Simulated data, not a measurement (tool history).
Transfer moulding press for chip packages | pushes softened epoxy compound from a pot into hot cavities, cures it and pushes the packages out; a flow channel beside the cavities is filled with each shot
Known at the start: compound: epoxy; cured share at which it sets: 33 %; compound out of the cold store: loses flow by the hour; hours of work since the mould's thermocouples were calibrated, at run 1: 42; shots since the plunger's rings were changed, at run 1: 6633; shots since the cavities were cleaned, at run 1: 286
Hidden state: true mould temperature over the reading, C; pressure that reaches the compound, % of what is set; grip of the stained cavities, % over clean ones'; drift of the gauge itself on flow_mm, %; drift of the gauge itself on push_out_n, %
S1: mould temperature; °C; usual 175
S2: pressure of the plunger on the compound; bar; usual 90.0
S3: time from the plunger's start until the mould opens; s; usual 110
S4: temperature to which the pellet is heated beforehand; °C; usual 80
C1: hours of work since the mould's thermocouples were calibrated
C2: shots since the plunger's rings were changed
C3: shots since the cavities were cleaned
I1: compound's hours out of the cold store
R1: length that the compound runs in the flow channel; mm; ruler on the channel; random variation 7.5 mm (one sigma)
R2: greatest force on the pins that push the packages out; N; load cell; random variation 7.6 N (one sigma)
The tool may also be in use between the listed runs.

{"run": 1, "hour": 0.0, "S1": 175, "S2": 90.0, "S3": 110, "S4": 80, "C1": 42, "C2": 6633, "C3": 286, "I1": 19.0, "R1": 775, "R2": 423}
{"run": 2, "hour": 14.5, "S1": 175, "S2": 90.0, "S3": 110, "S4": 80, "C1": 53, "C2": 6823, "C3": 476, "I1": 24.1, "R1": 769, "R2": 443}
{"hour": 29.9, "done": "plunger's sealing rings changed"}
{"run": 3, "hour": 31.1, "S1": 175, "S2": 90.0, "S3": 110, "S4": 80, "C1": 64, "C2": 17, "C3": 661, "I1": 33.3, "R1": 830, "R2": 479}
{"run": 4, "hour": 44.7, "S1": 175, "S2": 75.7, "S3": 110, "S4": 80, "C1": 74, "C2": 194, "C3": 838, "I1": 19.7, "R1": 799, "R2": 494}
{"hour": 53.3, "done": "cavities cleaned with cleaning compound and waxed"}
{"run": 5, "hour": 63.3, "S1": 179, "S2": 90.0, "S3": 110, "S4": 80, "C1": 87, "C2": 418, "C3": 131, "I1": 41.8, "R1": 797, "R2": 332}
{"run": 6, "hour": 83.6, "S1": 175, "S2": 90.0, "S3": 110, "S4": 80, "C1": 102, "C2": 683, "C3": 396, "I1": 20.0, "R1": 877, "R2": 438}
{"run": 7, "hour": 100.9, "S1": 175, "S2": 90.0, "S3": 110, "S4": 80, "C1": 115, "C2": 909, "C3": 622, "I1": 30.6, "R1": 832, "R2": 474}
{"run": 8, "hour": 114.5, "S1": 175, "S2": 90.0, "S3": 110, "S4": 85, "C1": 125, "C2": 1087, "C3": 800, "I1": 14.6, "R1": 882, "R2": 498}
{"hour": 125.6, "done": "cavities cleaned with cleaning compound and waxed"}
{"run": 9, "hour": 135.7, "S1": 175, "S2": 90.0, "S3": 110, "S4": 85, "C1": 140, "C2": 1345, "C3": 132, "I1": 25.9, "R1": 837, "R2": 394}
{"run": 10, "hour": 151.8, "S1": 175, "S2": 90.0, "S3": 110, "S4": 85, "C1": 152, "C2": 1555, "C3": 342, "I1": 22.3, "R1": 840, "R2": 435}
{"run": 11, "hour": 172.9, "S1": 175, "S2": 90.0, "S3": 110, "S4": 85, "C1": 168, "C2": 1831, "C3": 618, "I1": 36.9, "R1": 795, "R2": 453}
{"run": 12, "hour": 189.8, "S1": 175, "S2": 73.4, "S3": 123, "S4": 80, "C1": 180, "C2": 2053, "C3": 840, "I1": 19.0, "R1": 764, "R2": 451}
{"hour": 197.2, "done": "cavities cleaned with cleaning compound and waxed"}
{"run": 13, "hour": 209.0, "S1": 182, "S2": 96.4, "S3": 110, "S4": 71, "C1": 193, "C2": 2284, "C3": 155, "I1": 20.7, "R1": 849, "R2": 330}
{"run": 14, "hour": 219.7, "S1": 170, "S2": 97.2, "S3": 137, "S4": 80, "C1": 201, "C2": 2424, "C3": 295, "I1": 28.0, "R1": 861, "R2": 409}
{"run": 15, "hour": 230.8, "S1": 170, "S2": 68.4, "S3": 143, "S4": 78, "C1": 210, "C2": 2568, "C3": 439, "I1": 47.9, "R1": 662, "R2": 393}
{"run": 16, "hour": 247.1, "S1": 171, "S2": 97.4, "S3": 120, "S4": 75, "C1": 222, "C2": 2782, "C3": 653, "I1": 30.5, "R1": 851, "R2": 498}
{"hour": 269.0, "done": "cavities cleaned with cleaning compound and waxed"}
{"run": 17, "hour": 271.7, "S1": 175, "S2": 99.4, "S3": 110, "S4": 80, "C1": 239, "C2": 3084, "C3": 36, "I1": 19.6, "R1": 883, "R2": 358}
{"run": 18, "hour": 289.0, "S1": 182, "S2": 90.0, "S3": 137, "S4": 80, "C1": 252, "C2": 3310, "C3": 262, "I1": 39.6, "R1": 756, "R2": 339}
{"run": 19, "hour": 304.2, "S1": 182, "S2": 90.0, "S3": 137, "S4": 80, "C1": 263, "C2": 3508, "C3": 460, "I1": 43.6, "R1": 749, "R2": 384}

Some steps in R1 between neighbouring runs. How much of each would the tool show without its hidden state too (settings, what came in, random variation), and how much is left for the hidden state, with any gauge scatter that isn't in both results?
Run 2 -> 3: plunger's sealing rings changed. R1 +61 mm: hidden state +98, all else -37.
Run 14 -> 15: S2 97.2 -> 68.4, S3 137 -> 143, S4 80 -> 78. R1 -199 mm: hidden state +8, all else -207.

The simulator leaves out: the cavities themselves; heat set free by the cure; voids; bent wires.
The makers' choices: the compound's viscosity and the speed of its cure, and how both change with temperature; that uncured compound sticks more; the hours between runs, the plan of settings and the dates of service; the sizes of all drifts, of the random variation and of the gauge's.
